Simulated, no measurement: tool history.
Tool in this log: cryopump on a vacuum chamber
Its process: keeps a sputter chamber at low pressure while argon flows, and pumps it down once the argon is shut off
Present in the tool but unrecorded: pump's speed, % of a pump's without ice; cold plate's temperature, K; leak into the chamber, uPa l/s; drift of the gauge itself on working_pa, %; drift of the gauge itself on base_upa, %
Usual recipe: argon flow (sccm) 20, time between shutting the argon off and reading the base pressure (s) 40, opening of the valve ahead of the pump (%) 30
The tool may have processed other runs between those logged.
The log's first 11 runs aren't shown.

run,hour,argon flow (sccm),time between shutting the argon off and reading the base pressure (s),opening of the valve ahead of the pump (%),hours of work since the pump was warmed up and emptied,hours of work since the cold head was overhauled,hours of work since the chamber's fittings were tightened,pressure while argon flows (Pa),pressure after the wait (uPa)
12,131.3,20,40,30,184,184,836,0.1047,3.71
13,144.4,20,40,30,196,196,847,0.1066,3.65
14,162.3,20,40,30,211,211,863,0.1069,3.76
15,177.9,20,40,30,225,225,876,0.1082,4.04
16,190.0,20,40,30,235,235,887,0.1080,3.93
17,206.7,15,40,17,250,250,901,0.1377,4.05
18,226.1,26,29,57,266,266,918,0.0831,4.62
19,236.1,39,106,34,275,275,926,0.1909,3.55
20,247.4,8,206,30,285,285,936,0.0449,3.32
21,265.9,24,98,30,301,301,952,0.1340,3.85
# hour 273.6: pump warmed up, emptied and cooled again
22,287.3,15,174,30,12,315,966,0.0752,2.69
23,297.4,15,72,40,21,324,975,0.0555,3.06
24,316.0,17,40,15,37,340,991,0.1701,3.72
25,332.0,17,40,15,51,354,1005,0.1706,3.84
26,350.5,19,49,31,67,370,1021,0.0943,3.64
27,366.5,10,60,31,80,383,1035,0.0501,3.51
28,382.5,20,60,41,94,397,1049,0.0755,3.57
29,392.7,20,60,41,103,406,1058,0.0751,3.64
30,403.0,20,60,41,112,415,1067,0.0771,3.72
31,416.7,18,50,21,124,427,1078,0.1314,3.96
32,435.3,18,186,28,140,443,1094,0.1013,3.36

Each row is a separate what-if for the run after 32, all from the same tool condition, not one after another. Results?
A,450.7,20,40,22,153,456,1108,?,?
B,450.7,13,186,28,153,456,1108,?,?
C,450.7,8,22,39,153,456,1108,?,?
D,450.7,33,71,28,153,456,1108,?,?

run,pressure while argon flows (Pa),pressure after the wait (uPa)
A,0.1411,4.36
B,0.0722,3.38
C,0.0325,5.31
D,0.1852,3.79
With no hidden state in the tool, these same runs would have given:
run,pressure while argon flows (Pa),pressure after the wait (uPa)
A,0.1359,1.44
B,0.0688,0.46
C,0.0304,2.40
D,0.1766,0.93
